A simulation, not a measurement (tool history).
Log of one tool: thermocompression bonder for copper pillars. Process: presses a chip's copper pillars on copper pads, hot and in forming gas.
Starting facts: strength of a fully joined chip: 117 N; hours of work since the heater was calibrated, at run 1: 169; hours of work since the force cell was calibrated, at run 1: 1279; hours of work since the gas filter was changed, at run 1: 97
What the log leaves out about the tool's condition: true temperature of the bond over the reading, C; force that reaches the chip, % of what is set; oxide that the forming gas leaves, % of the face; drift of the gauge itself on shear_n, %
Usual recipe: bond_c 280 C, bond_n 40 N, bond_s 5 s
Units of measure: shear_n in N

run	hour	bond_c	bond_n	bond_s	hours of work since the heater was calibrated	hours of work since the force cell was calibrated	hours of work since the gas filter was changed	shear_n
1	0.0	280	40	5	169	1279	97	82.6
2	42.0	278	40	5	189	1299	117	81.3
3	119.7	278	40	5	227	1336	155	80.5
4	182.9	278	40	5	257	1367	185	80.7
5	232.9	278	40	5	281	1391	209	80.9
6	294.6	280	40	5	311	1421	239	82.0
7	361.8	280	40	5	343	1453	271	81.1
8	399.2	280	40	5	361	1471	289	81.4
9	461.4	280	40	5	391	1501	319	80.6
# hour 522.0: forming gas filter changed
10	534.1	280	40	5	426	1535	6	85.7
11	576.2	280	40	5	446	1556	26	85.5
12	622.5	280	40	5	468	1578	48	85.6
13	700.3	280	28	5	505	1615	86	71.6
14	775.6	288	44	5	542	1652	122	92.7
15	819.8	261	46	5	563	1673	143	77.3
16	856.0	302	31	4	580	1690	161	83.0
17	942.0	280	24	5	622	1732	202	64.0
# hour 951.8: heater calibrated with a thermocouple chip
18	978.9	280	24	5	13	1748	219	66.6
19	1019.7	280	24	5	33	1768	238	67.0
20	1090.8	280	24	5	67	1802	272	66.2
21	1138.4	280	24	5	90	1825	295	66.9
# hour 1161.9: heater calibrated with a thermocouple chip, once more
22	1201.5	310	40	4	19	1854	325	90.8
# hour 1246.8: forming gas filter changed
23	1247.4	310	40	4	41	1876	0	94.4
24	1323.1	284	40	9	77	1913	37	95.8
25	1361.1	284	40	9	96	1931	55	95.9

Here are 5 independent what-if runs from the current tool condition. What would each one return?
A	1432.9	278	40	9	130	1965	89	?
B	1432.9	284	40	13	130	1965	89	?
C	1432.9	305	34	9	130	1965	89	?
D	1432.9	284	42	9	130	1965	89	?
E	1432.9	285	40	3	130	1965	89	?

run	shear_n
A	92.0
B	101.2
C	99.9
D	95.9
E	74.2
Without the tool's hidden state the same runs would have given:
run	shear_n
A	95.2
B	104.1
C	102.9
D	99.0
E	77.4

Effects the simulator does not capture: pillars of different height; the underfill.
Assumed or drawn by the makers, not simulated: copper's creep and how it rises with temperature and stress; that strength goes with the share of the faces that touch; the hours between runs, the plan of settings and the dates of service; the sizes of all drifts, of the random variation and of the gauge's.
